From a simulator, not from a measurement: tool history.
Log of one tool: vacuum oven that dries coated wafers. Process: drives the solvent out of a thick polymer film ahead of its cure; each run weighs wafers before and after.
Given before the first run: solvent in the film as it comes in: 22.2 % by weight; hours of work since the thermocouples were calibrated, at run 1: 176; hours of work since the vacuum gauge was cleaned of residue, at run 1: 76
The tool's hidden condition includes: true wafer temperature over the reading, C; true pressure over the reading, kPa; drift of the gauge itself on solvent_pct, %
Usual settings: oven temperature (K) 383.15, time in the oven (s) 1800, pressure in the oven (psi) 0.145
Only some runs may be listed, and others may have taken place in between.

run	hour	oven temperature (K)	time in the oven (s)	pressure in the oven (psi)	hours of work since the thermocouples were calibrated	hours of work since the vacuum gauge was cleaned of residue	solvent left in the film (%)
1	0.0	383.15	1800	0.145	176	76	1.45
2	59.4	383.15	1800	0.145	207	107	1.46
3	115.9	383.15	1800	0.145	236	136	1.44
4	173.8	383.15	1800	0.145	266	166	1.43
5	235.0	383.15	1080	0.145	298	198	3.47
6	271.7	383.15	1080	0.145	317	217	3.41
7	328.8	383.15	1800	0.145	347	247	1.46
8	395.1	383.15	1800	0.145	381	281	1.49
9	453.9	383.15	1800	0.145	412	312	1.45
10	494.3	383.15	1800	0.145	433	333	1.46
11	555.2	382.15	1800	0.145	465	364	1.57
12	605.9	382.15	1800	0.145	491	391	1.59
13	668.2	382.15	1800	0.145	523	423	1.58
14	708.7	383.15	1800	0.145	544	444	1.47
15	780.0	383.15	1800	0.145	581	481	1.45
16	836.7	391.15	1860	0.145	611	511	0.80
17	907.4	384.15	1800	0.145	648	547	1.36
18	951.7	384.15	1260	0.145	671	570	2.43
19	1011.6	381.15	1020	0.145	702	601	4.04
20	1061.6	381.15	1020	0.145	728	627	4.07
21	1093.5	381.15	1020	0.145	744	644	4.10
22	1129.9	381.15	1020	0.145	763	663	4.11
23	1194.5	393.15	1020	0.145	797	696	1.82
24	1231.5	387.15	1020	0.528	816	716	3.98
25	1288.2	387.15	1020	0.528	846	745	3.98
26	1327.3	390.15	1800	0.145	866	766	0.87
27	1368.8	390.15	1800	0.145	887	787	0.86
28	1441.4	383.15	1020	0.557	925	825	4.99

How would selected steps in solvent left in the film (%) from run to run divide? Give the signed amount a tool lacking its hidden state would still show from settings, what came in and random variation, and the signed amount left for the hidden state, including any gauge scatter that is not in both of the compared results.
Run 25 -> 26: oven temperature (K) 387.15 -> 390.15, time in the oven (s) 1020 -> 1800, pressure in the oven (psi) 0.528 -> 0.145. solvent left in the film (%) -3.11: hidden state +0.22, all else -3.33.
Run 27 -> 28: oven temperature (K) 390.15 -> 383.15, time in the oven (s) 1800 -> 1020, pressure in the oven (psi) 0.145 -> 0.557. solvent left in the film (%) +4.13: hidden state -0.27, all else +4.40.
